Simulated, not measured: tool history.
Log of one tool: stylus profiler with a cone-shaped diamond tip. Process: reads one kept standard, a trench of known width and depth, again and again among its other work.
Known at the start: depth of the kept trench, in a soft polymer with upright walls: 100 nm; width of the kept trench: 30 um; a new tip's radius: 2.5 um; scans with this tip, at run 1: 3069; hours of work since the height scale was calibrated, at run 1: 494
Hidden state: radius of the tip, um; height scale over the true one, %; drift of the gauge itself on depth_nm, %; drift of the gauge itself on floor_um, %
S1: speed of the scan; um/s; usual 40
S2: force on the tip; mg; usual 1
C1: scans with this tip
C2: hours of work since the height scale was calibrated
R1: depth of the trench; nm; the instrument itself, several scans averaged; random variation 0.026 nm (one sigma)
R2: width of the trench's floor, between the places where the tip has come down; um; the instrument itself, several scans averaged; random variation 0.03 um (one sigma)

run    hour   S1    S2     C1   C2      R1     R2
  1       0   40     1   3069  494  100.28  28.06
  2    66.6   40     1   3347  539  100.26  28.01
  3   110.8   40     1   3531  569  100.24  27.97
  4   193.5   40     1   3877  624  100.22  27.87
  5   287.2   40     1   4269  687   100.2  27.89
  6     390   40     1   4698  756  100.18  27.81
  7   481.1   40     1   5079  818  100.21  27.79
  8     567   40     1   5438  876  100.18  27.69
      572.4  -- height scale calibrated on a step standard
  9   644.6   40     1   5760   49  100.15  27.73
 10   748.8   40     1   6195  119  100.06  27.61
 11   831.8   40     1   6542  175  100.16   27.6
 12   913.6   40  0.92   6884  230   100.1  27.58
 13   995.2   40  0.92   7225  284  100.06  27.58
 14  1060.3   40     1   7497  328  100.09  27.54
 15  1131.8   40     1   7796  376  100.11  27.48
       1181  -- height scale calibrated on a step standard, once more
 16  1220.2   40   1.2   8163   26  100.43  27.48
 17  1269.6   40   1.2   8369   60  100.49  27.42
 18  1364.6   40  1.14   8766  124  100.43  27.43
 19  1450.7   15  0.61   9126  182  100.28   27.5
 20  1532.7   15  0.61   9469  237  100.26  27.39
 21  1607.3  104  2.52   9781  287  100.64  27.19
 22    1674   39  0.47  10059  332  100.18  27.21
     1690.1  -- new tip fitted, height scale calibrated
 23  1775.5   39  0.47    357   58  100.17   28.3
 24  1866.1   29   2.4    735  118  100.61  28.39
 25  1962.6   29   2.4   1139  183  100.55  28.34
 26    2065   57  0.53   1567  252  100.09  28.14
 27  2166.7   57  0.68   1992  321  100.12  28.12
 28  2219.7   57  2.58   2213  356  100.55  28.18
 29  2295.7  126  0.95   2531  407  100.18  27.83
 30  2341.1   40  1.63   2721  438  100.36  28.13

Hidden state or all else? Some run-to-run changes of R1, split into what the settings, what came in and random variation would give without the hidden state, and what is left for the hidden state (with any gauge scatter that isn't in both results):
Run 9 -> 10: no setting changed, nothing entered. R1 -0.09 nm: hidden state -0.03, all else -0.06.
Run 15 -> 16: S2 1 -> 1.2, height scale calibrated on a step standard, once more. R1 +0.32 nm: hidden state +0.34, all else -0.02.
Run 21 -> 22: S1 104 -> 39, S2 2.52 -> 0.47. R1 -0.46 nm: hidden state -0.01, all else -0.45.
Run 22 -> 23: new tip fitted, height scale calibrated. R1 -0.01 nm: hidden state -0.04, all else +0.03.
Run 23 -> 24: S1 39 -> 29, S2 0.47 -> 2.4. R1 +0.44 nm: hidden state -0.01, all else +0.45.
Run 25 -> 26: S1 29 -> 57, S2 2.4 -> 0.53. R1 -0.46 nm: hidden state -0.02, all else -0.44.

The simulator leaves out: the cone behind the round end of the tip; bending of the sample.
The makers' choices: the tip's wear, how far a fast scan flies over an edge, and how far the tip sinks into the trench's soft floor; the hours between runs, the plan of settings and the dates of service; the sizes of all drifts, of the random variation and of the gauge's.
